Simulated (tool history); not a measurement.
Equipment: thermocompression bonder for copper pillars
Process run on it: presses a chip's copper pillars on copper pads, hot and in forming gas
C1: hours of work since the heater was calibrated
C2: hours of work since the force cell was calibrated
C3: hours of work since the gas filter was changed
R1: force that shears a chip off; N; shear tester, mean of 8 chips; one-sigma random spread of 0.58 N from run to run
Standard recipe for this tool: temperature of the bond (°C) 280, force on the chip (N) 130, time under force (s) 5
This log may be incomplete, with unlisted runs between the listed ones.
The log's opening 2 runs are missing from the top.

{"run": 3, "hour": 61.8, "temperature of the bond (°C)": 280, "force on the chip (N)": 130, "time under force (s)": 5, "C1": 497, "C2": 1124, "C3": 147, "R1": 46.5}
{"run": 4, "hour": 98.5, "temperature of the bond (°C)": 280, "force on the chip (N)": 130, "time under force (s)": 5, "C1": 524, "C2": 1152, "C3": 174, "R1": 47.4}
{"hour": 101.4, "done": "forming gas filter changed"}
{"run": 5, "hour": 114.6, "temperature of the bond (°C)": 280, "force on the chip (N)": 130, "time under force (s)": 5, "C1": 536, "C2": 1163, "C3": 10, "R1": 48.7}
{"run": 6, "hour": 133.4, "temperature of the bond (°C)": 280, "force on the chip (N)": 130, "time under force (s)": 5, "C1": 550, "C2": 1177, "C3": 24, "R1": 49.8}
{"run": 7, "hour": 153.0, "temperature of the bond (°C)": 280, "force on the chip (N)": 130, "time under force (s)": 5, "C1": 565, "C2": 1192, "C3": 39, "R1": 48.8}
{"run": 8, "hour": 175.1, "temperature of the bond (°C)": 280, "force on the chip (N)": 130, "time under force (s)": 5, "C1": 581, "C2": 1209, "C3": 55, "R1": 48.5}
{"run": 9, "hour": 202.0, "temperature of the bond (°C)": 280, "force on the chip (N)": 130, "time under force (s)": 5, "C1": 601, "C2": 1229, "C3": 75, "R1": 47.6}
{"run": 10, "hour": 233.9, "temperature of the bond (°C)": 291, "force on the chip (N)": 130, "time under force (s)": 5, "C1": 625, "C2": 1253, "C3": 99, "R1": 52.5}
{"run": 11, "hour": 267.2, "temperature of the bond (°C)": 280, "force on the chip (N)": 164, "time under force (s)": 5, "C1": 650, "C2": 1278, "C3": 124, "R1": 56}
{"run": 12, "hour": 303.3, "temperature of the bond (°C)": 282, "force on the chip (N)": 130, "time under force (s)": 5, "C1": 677, "C2": 1305, "C3": 151, "R1": 46.9}
{"run": 13, "hour": 328.6, "temperature of the bond (°C)": 282, "force on the chip (N)": 130, "time under force (s)": 5, "C1": 696, "C2": 1324, "C3": 170, "R1": 46.6}
{"hour": 338.5, "done": "forming gas filter changed"}
{"run": 14, "hour": 348.8, "temperature of the bond (°C)": 280, "force on the chip (N)": 130, "time under force (s)": 5, "C1": 711, "C2": 1338, "C3": 8, "R1": 49.6}
{"run": 15, "hour": 371.2, "temperature of the bond (°C)": 280, "force on the chip (N)": 130, "time under force (s)": 5, "C1": 728, "C2": 1355, "C3": 25, "R1": 47.9}
{"run": 16, "hour": 402.2, "temperature of the bond (°C)": 280, "force on the chip (N)": 130, "time under force (s)": 5, "C1": 751, "C2": 1378, "C3": 48, "R1": 48.5}
{"run": 17, "hour": 431.0, "temperature of the bond (°C)": 280, "force on the chip (N)": 130, "time under force (s)": 5, "C1": 772, "C2": 1400, "C3": 69, "R1": 47}
{"run": 18, "hour": 451.7, "temperature of the bond (°C)": 280, "force on the chip (N)": 130, "time under force (s)": 5, "C1": 788, "C2": 1415, "C3": 85, "R1": 46.5}
{"run": 19, "hour": 476.0, "temperature of the bond (°C)": 280, "force on the chip (N)": 130, "time under force (s)": 5, "C1": 806, "C2": 1433, "C3": 103, "R1": 45.9}
{"run": 20, "hour": 499.9, "temperature of the bond (°C)": 280, "force on the chip (N)": 130, "time under force (s)": 5, "C1": 824, "C2": 1451, "C3": 121, "R1": 46.7}
{"run": 21, "hour": 524.7, "temperature of the bond (°C)": 280, "force on the chip (N)": 130, "time under force (s)": 5, "C1": 842, "C2": 1470, "C3": 139, "R1": 46.7}
{"run": 22, "hour": 557.4, "temperature of the bond (°C)": 262, "force on the chip (N)": 130, "time under force (s)": 8, "C1": 867, "C2": 1494, "C3": 164, "R1": 44.4}
{"hour": 575.9, "done": "forming gas filter changed"}
{"run": 23, "hour": 596.4, "temperature of the bond (°C)": 262, "force on the chip (N)": 130, "time under force (s)": 8, "C1": 896, "C2": 1523, "C3": 15, "R1": 47.6}

What does the tool deliver on the next run?
{"run": 24, "hour": 612.7, "temperature of the bond (°C)": 280, "force on the chip (N)": 182, "time under force (s)": 6, "C1": 908, "C2": 1535, "C3": 28, "R1": "?"}

Run 24 came out at R1 64.9 N.
The same run, on a tool lacking any hidden state, would have yielded R1 68.8 N.

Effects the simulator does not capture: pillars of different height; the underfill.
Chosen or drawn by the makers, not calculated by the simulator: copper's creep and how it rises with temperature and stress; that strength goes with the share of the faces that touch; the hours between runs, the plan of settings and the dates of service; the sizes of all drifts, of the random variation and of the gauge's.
